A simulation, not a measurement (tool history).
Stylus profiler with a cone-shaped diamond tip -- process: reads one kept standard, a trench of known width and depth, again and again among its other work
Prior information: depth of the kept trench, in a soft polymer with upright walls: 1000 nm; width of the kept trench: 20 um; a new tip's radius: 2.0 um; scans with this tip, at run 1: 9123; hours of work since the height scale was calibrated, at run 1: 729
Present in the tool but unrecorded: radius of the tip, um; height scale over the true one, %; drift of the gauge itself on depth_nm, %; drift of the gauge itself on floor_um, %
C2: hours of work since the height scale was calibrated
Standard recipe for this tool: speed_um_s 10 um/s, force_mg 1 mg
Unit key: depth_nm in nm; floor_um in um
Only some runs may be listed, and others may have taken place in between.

{"run": 1, "day": 0.0, "speed_um_s": 10, "force_mg": 1, "scans with this tip": 9123, "C2": 729, "depth_nm": 1001.12, "floor_um": 15.42}
{"run": 2, "day": 1.454, "speed_um_s": 10, "force_mg": 0.75, "scans with this tip": 9302, "C2": 743, "depth_nm": 1000.39, "floor_um": 15.48}
{"run": 3, "day": 3.492, "speed_um_s": 10, "force_mg": 2.05, "scans with this tip": 9554, "C2": 763, "depth_nm": 1004.34, "floor_um": 15.48}
{"run": 4, "day": 5.021, "speed_um_s": 6, "force_mg": 2.05, "scans with this tip": 9742, "C2": 778, "depth_nm": 1004.19, "floor_um": 15.44}
{"run": 5, "day": 6.433, "speed_um_s": 10, "force_mg": 1, "scans with this tip": 9917, "C2": 792, "depth_nm": 1001.05, "floor_um": 15.41}
{"run": 6, "day": 8.217, "speed_um_s": 20, "force_mg": 1, "scans with this tip": 10136, "C2": 809, "depth_nm": 1000.87, "floor_um": 15.26}
{"run": 7, "day": 9.429, "speed_um_s": 10, "force_mg": 0.72, "scans with this tip": 10286, "C2": 821, "depth_nm": 999.99, "floor_um": 15.36}
{"run": 8, "day": 10.521, "speed_um_s": 10, "force_mg": 0.72, "scans with this tip": 10421, "C2": 832, "depth_nm": 1000.03, "floor_um": 15.36}
{"run": 9, "day": 12.588, "speed_um_s": 10, "force_mg": 0.72, "scans with this tip": 10675, "C2": 853, "depth_nm": 999.69, "floor_um": 15.29}
{"run": 10, "day": 14.346, "speed_um_s": 10, "force_mg": 0.72, "scans with this tip": 10892, "C2": 870, "depth_nm": 999.8, "floor_um": 15.32}
{"run": 11, "day": 15.704, "speed_um_s": 10, "force_mg": 1, "scans with this tip": 11060, "C2": 883, "depth_nm": 1000.59, "floor_um": 15.33}
{"run": 12, "day": 16.604, "speed_um_s": 10, "force_mg": 1, "scans with this tip": 11170, "C2": 892, "depth_nm": 1000.8, "floor_um": 15.3}
{"run": 13, "day": 18.212, "speed_um_s": 10, "force_mg": 1, "scans with this tip": 11369, "C2": 908, "depth_nm": 1000.67, "floor_um": 15.27}
{"run": 14, "day": 20.283, "speed_um_s": 10, "force_mg": 1, "scans with this tip": 11624, "C2": 928, "depth_nm": 1000.3, "floor_um": 15.27}
{"run": 15, "day": 21.579, "speed_um_s": 10, "force_mg": 1, "scans with this tip": 11784, "C2": 941, "depth_nm": 1000.59, "floor_um": 15.2}
{"run": 16, "day": 23.571, "speed_um_s": 10, "force_mg": 1, "scans with this tip": 12029, "C2": 961, "depth_nm": 1000.44, "floor_um": 15.19}
{"run": 17, "day": 24.95, "speed_um_s": 10, "force_mg": 1, "scans with this tip": 12199, "C2": 974, "depth_nm": 999.83, "floor_um": 15.24}
{"run": 18, "day": 27.062, "speed_um_s": 10, "force_mg": 0.68, "scans with this tip": 12460, "C2": 995, "depth_nm": 999.2, "floor_um": 15.17}
{"run": 19, "day": 28.388, "speed_um_s": 10, "force_mg": 0.68, "scans with this tip": 12623, "C2": 1008, "depth_nm": 999.01, "floor_um": 15.14}
{"run": 20, "day": 29.754, "speed_um_s": 26, "force_mg": 2.17, "scans with this tip": 12792, "C2": 1022, "depth_nm": 1003.39, "floor_um": 15.08}
{"run": 21, "day": 31.467, "speed_um_s": 26, "force_mg": 2.17, "scans with this tip": 13003, "C2": 1038, "depth_nm": 1003.32, "floor_um": 15.07}
{"run": 22, "day": 32.921, "speed_um_s": 3, "force_mg": 0.48, "scans with this tip": 13182, "C2": 1053, "depth_nm": 998.23, "floor_um": 15.14}
{"run": 23, "day": 34.596, "speed_um_s": 27, "force_mg": 2.29, "scans with this tip": 13388, "C2": 1069, "depth_nm": 1003.44, "floor_um": 15.04}
{"run": 24, "day": 36.208, "speed_um_s": 27, "force_mg": 2.29, "scans with this tip": 13587, "C2": 1085, "depth_nm": 1003.3, "floor_um": 15.06}
{"run": 25, "day": 37.696, "speed_um_s": 24, "force_mg": 2, "scans with this tip": 13771, "C2": 1100, "depth_nm": 1002.83, "floor_um": 14.94}
{"run": 26, "day": 39.4, "speed_um_s": 10, "force_mg": 2.22, "scans with this tip": 13981, "C2": 1116, "depth_nm": 1002.71, "floor_um": 15.08}
{"run": 27, "day": 41.071, "speed_um_s": 10, "force_mg": 2.22, "scans with this tip": 14187, "C2": 1133, "depth_nm": 1003.01, "floor_um": 15.04}
{"run": 28, "day": 43.033, "speed_um_s": 3, "force_mg": 0.67, "scans with this tip": 14429, "C2": 1152, "depth_nm": 998.93, "floor_um": 15.08}
{"run": 29, "day": 45.046, "speed_um_s": 4, "force_mg": 0.77, "scans with this tip": 14677, "C2": 1172, "depth_nm": 999.21, "floor_um": 15.07}
{"run": 30, "day": 46.517, "speed_um_s": 33, "force_mg": 0.77, "scans with this tip": 14858, "C2": 1187, "depth_nm": 998.6, "floor_um": 14.77}
{"run": 31, "day": 48.542, "speed_um_s": 33, "force_mg": 0.77, "scans with this tip": 15108, "C2": 1206, "depth_nm": 998.58, "floor_um": 14.7}
{"run": 32, "day": 50.688, "speed_um_s": 18, "force_mg": 2.37, "scans with this tip": 15372, "C2": 1228, "depth_nm": 1002.74, "floor_um": 14.87}
{"run": 33, "day": 51.771, "speed_um_s": 18, "force_mg": 0.35, "scans with this tip": 15506, "C2": 1238, "depth_nm": 996.79, "floor_um": 14.74}
{"run": 34, "day": 53.692, "speed_um_s": 18, "force_mg": 2.82, "scans with this tip": 15743, "C2": 1257, "depth_nm": 1003.76, "floor_um": 14.95}
{"run": 35, "day": 54.758, "speed_um_s": 3, "force_mg": 2.23, "scans with this tip": 15875, "C2": 1268, "depth_nm": 1002.27, "floor_um": 14.95}
{"run": 36, "day": 56.738, "speed_um_s": 4, "force_mg": 0.79, "scans with this tip": 16118, "C2": 1287, "depth_nm": 997.85, "floor_um": 14.9}

Table of differences, measured result less the result of that run with no hidden state. Run-to-run variation is the same in both. Gauge scatter possibly is not:
run=1 depth_nm=-3.56 floor_um=-1
run=2 depth_nm=-3.61 floor_um=-1.01
run=3 depth_nm=-3.73 floor_um=-1.03
run=4 depth_nm=-3.79 floor_um=-1.06
run=5 depth_nm=-3.84 floor_um=-1.07
run=6 depth_nm=-3.91 floor_um=-1.09
run=7 depth_nm=-3.96 floor_um=-1.1
run=8 depth_nm=-4 floor_um=-1.11
run=9 depth_nm=-4.08 floor_um=-1.13
run=10 depth_nm=-4.16 floor_um=-1.16
run=11 depth_nm=-4.22 floor_um=-1.17
run=12 depth_nm=-4.26 floor_um=-1.18
run=13 depth_nm=-4.33 floor_um=-1.2
run=14 depth_nm=-4.42 floor_um=-1.22
run=15 depth_nm=-4.48 floor_um=-1.23
run=16 depth_nm=-4.57 floor_um=-1.26
run=17 depth_nm=-4.62 floor_um=-1.27
run=18 depth_nm=-4.71 floor_um=-1.3
run=19 depth_nm=-4.77 floor_um=-1.31
run=20 depth_nm=-4.85 floor_um=-1.33
run=21 depth_nm=-4.93 floor_um=-1.34
run=22 depth_nm=-4.96 floor_um=-1.36
run=23 depth_nm=-5.07 floor_um=-1.38
run=24 depth_nm=-5.14 floor_um=-1.39
run=25 depth_nm=-5.2 floor_um=-1.4
run=26 depth_nm=-5.28 floor_um=-1.42
run=27 depth_nm=-5.34 floor_um=-1.45
run=28 depth_nm=-5.41 floor_um=-1.47
run=29 depth_nm=-5.49 floor_um=-1.48
run=30 depth_nm=-5.55 floor_um=-1.49
run=31 depth_nm=-5.63 floor_um=-1.52
run=32 depth_nm=-5.75 floor_um=-1.54
run=33 depth_nm=-5.77 floor_um=-1.55
run=34 depth_nm=-5.89 floor_um=-1.57
run=35 depth_nm=-5.91 floor_um=-1.58
run=36 depth_nm=-5.98 floor_um=-1.6
